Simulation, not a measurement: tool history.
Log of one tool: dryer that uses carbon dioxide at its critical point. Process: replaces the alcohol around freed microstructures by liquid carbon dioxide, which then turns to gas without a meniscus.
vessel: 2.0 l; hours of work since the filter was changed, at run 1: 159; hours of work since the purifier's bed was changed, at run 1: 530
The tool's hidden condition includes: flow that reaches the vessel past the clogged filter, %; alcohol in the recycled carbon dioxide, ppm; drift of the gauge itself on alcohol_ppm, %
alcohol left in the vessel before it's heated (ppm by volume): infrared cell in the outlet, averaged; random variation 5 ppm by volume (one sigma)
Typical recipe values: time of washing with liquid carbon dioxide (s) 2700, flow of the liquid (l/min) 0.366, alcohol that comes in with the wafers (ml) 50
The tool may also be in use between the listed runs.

run	hour	time of washing with liquid carbon dioxide (s)	flow of the liquid (l/min)	alcohol that comes in with the wafers (ml)	hours of work since the filter was changed	hours of work since the purifier's bed was changed	alcohol left in the vessel before it's heated (ppm by volume)
1	0	2700	0.366	50	159	530	176
2	41.5	2700	0.366	50	179	550	193
3	88.9	2700	0.366	50	202	573	211
4	128.1	2700	0.366	44	220	592	213
# hour 171.5: inlet filter changed
5	171.5	2940	0.366	50	0	612	191
6	232.3	2940	0.366	50	29	641	197
7	291.2	2940	0.366	50	58	670	212
8	341.7	2940	0.366	50	82	694	220
9	387.3	2700	0.366	50	104	716	244
10	442.2	2040	0.366	50	130	742	366
11	475.5	2700	0.366	50	146	758	261
12	515.2	2700	0.366	41	165	777	252
13	549.9	3240	0.366	50	182	794	230
14	593.8	2700	0.366	50	203	815	270
15	627.9	2700	0.366	50	219	831	276
16	664.3	2700	0.366	29	237	849	272
# hour 672.9: inlet filter changed
17	708.9	2700	0.366	29	17	870	267
18	754.5	2700	0.366	29	39	892	273
19	820.9	2100	0.366	29	71	924	340
20	851.1	2100	0.366	29	86	938	347
21	904.8	2100	0.366	29	111	964	348
# hour 915.9: purifier's bed changed
22	947.1	2100	0.366	29	130	15	87
23	1003.8	2520	0.366	29	157	42	47
24	1069.2	3780	0.27	105	189	74	82
25	1099.1	3780	0.381	105	203	88	28
26	1156.3	3780	0.381	105	231	115	42
# hour 1177.7: inlet filter changed
27	1199.7	2520	0.381	112	11	136	96
28	1244.4	2820	0.381	91	32	157	78
29	1308.1	2700	0.366	84	63	188	106
30	1360.6	2700	0.366	22	88	213	76
31	1417.9	2580	0.339	50	115	241	147
32	1447.2	3420	0.339	44	129	255	85
33	1495.9	3600	0.486	44	153	278	83
34	1537.7	3600	0.486	44	173	298	100
35	1568.6	3300	0.412	31	188	313	106
36	1627.9	3300	0.424	50	216	342	115
# hour 1680: inlet filter changed
37	1680	4200	0.321	50	0	366	119
38	1746.9	3000	0.443	50	32	398	126
39	1803.3	2940	0.44	50	59	425	135
40	1846.3	2940	0.44	50	80	446	135
41	1885.2	2220	0.366	50	99	465	231
42	1916.3	2220	0.233	26	114	480	496
43	1965.5	3120	0.233	55	137	503	327
44	2015.3	3120	0.233	55	161	527	344

Take each entry between the runs: how does the hidden state at the last listed run before it differ from the hidden state at the first listed run after it?
Between runs 4 and 5: inlet filter changed (hour 171.5)
  flow that reaches the vessel past the clogged filter, %: 87.3 -> 99.9; alcohol in the recycled carbon dioxide, ppm: 171.2 -> 177.3
  measured result minus the result with no hidden state, alcohol left in the vessel before it's heated (ppm by volume): +190 -> +171
Between runs 16 and 17: inlet filter changed (hour 672.9)
  flow that reaches the vessel past the clogged filter, %: 88.1 -> 98.7; alcohol in the recycled carbon dioxide, ppm: 246.9 -> 253.1
  measured result minus the result with no hidden state, alcohol left in the vessel before it's heated (ppm by volume): +258 -> +248
Between runs 21 and 22: purifier's bed changed (hour 915.9)
  flow that reaches the vessel past the clogged filter, %: 94.1 -> 93.2; alcohol in the recycled carbon dioxide, ppm: 279.2 -> 10.9
  measured result minus the result with no hidden state, alcohol left in the vessel before it's heated (ppm by volume): +290 -> +30
Between runs 26 and 27: inlet filter changed (hour 1177.7)
  flow that reaches the vessel past the clogged filter, %: 88.3 -> 99.2; alcohol in the recycled carbon dioxide, ppm: 41.8 -> 48.2
  measured result minus the result with no hidden state, alcohol left in the vessel before it's heated (ppm by volume): +42 -> +47
Between runs 36 and 37: inlet filter changed (hour 1680)
  flow that reaches the vessel past the clogged filter, %: 89.2 -> 99.5; alcohol in the recycled carbon dioxide, ppm: 109.1 -> 117.1
  measured result minus the result with no hidden state, alcohol left in the vessel before it's heated (ppm by volume): +105 -> +111

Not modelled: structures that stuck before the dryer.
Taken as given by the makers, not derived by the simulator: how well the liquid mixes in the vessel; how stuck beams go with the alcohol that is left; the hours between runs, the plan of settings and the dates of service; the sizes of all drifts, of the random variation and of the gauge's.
